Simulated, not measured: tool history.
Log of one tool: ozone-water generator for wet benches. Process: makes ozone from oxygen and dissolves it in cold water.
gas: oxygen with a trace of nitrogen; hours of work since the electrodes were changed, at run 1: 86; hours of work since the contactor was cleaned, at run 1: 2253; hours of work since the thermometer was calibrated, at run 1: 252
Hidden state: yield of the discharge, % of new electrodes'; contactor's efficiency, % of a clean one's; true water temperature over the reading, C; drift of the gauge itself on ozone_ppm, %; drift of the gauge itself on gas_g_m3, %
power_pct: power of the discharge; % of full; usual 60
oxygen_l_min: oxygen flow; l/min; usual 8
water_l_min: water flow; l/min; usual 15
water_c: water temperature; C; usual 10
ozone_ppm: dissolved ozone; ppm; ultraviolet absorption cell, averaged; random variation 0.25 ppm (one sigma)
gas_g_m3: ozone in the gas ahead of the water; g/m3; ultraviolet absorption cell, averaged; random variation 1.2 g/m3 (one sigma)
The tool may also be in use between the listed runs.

run     day  power_pct  oxygen_l_min  water_l_min  water_c  hours of work since the electrodes were changed  hours of work since the contactor was cleaned  hours of work since the thermometer was calibrated  ozone_ppm  gas_g_m3
  1       0         60             8           15       10                                               86                                           2253                                                 252       36.9     213.5
  2     1.6         55             8           15       10                                              114                                           2281                                                 280       34.1       198
  3   3.012         55             8           15       10                                              139                                           2306                                                 305       33.9     198.5
  4   5.158         60             8           15       10                                              177                                           2344                                                 343       36.1       211
  5   7.208         60             8           15       10                                              213                                           2380                                                 379       36.3     214.3
  6   8.779         60             8           15       10                                              241                                           2408                                                 407       36.2     210.5
  7  10.342         60             8           15       10                                              268                                           2436                                                 435       36.8     211.3
  8  11.442         60             8           15       10                                              288                                           2455                                                 454       36.6     210.8
  9  13.642         43             8           15       10                                              327                                           2494                                                 493       27.9     160.9
 10  15.408         60             8           23       10                                              358                                           2525                                                 524       26.8     209.7
 11  16.525         63             8           15       10                                              378                                           2545                                                 544       38.2     220.1
 12   18.15         60             8           15       13                                              406                                           2573                                                 572       34.2     210.9
 13  19.838         60             8           15       13                                              436                                           2603                                                 602       34.7       211
 14  21.633         60             8           15       13                                              468                                           2635                                                 634       34.5     211.6
 15  23.225         60             8           15       10                                              496                                           2663                                                 662       36.2     210.9
 16  24.167         70          5.08           21        7                                              512                                           2680                                                 679       32.7     305.2
 17   25.85         60          7.47           15        7                                              542                                           2709                                                 708       38.6     220.2
 18    26.8         60          7.47           15        7                                              559                                           2726                                                 725       38.6     218.5
 19  28.942         60          7.47           15        7                                              597                                           2764                                                 763       38.3     218.6

Forecast run 20:
 20  30.571         60          7.47           15        7                                              626                                           2793                                                 792          ?         ?

Run 20 gave ozone_ppm 38.1 ppm, gas_g_m3 216.6 g/m3.
Without the tool's hidden state the same run would have given ozone_ppm 39.8 ppm, gas_g_m3 219 g/m3.
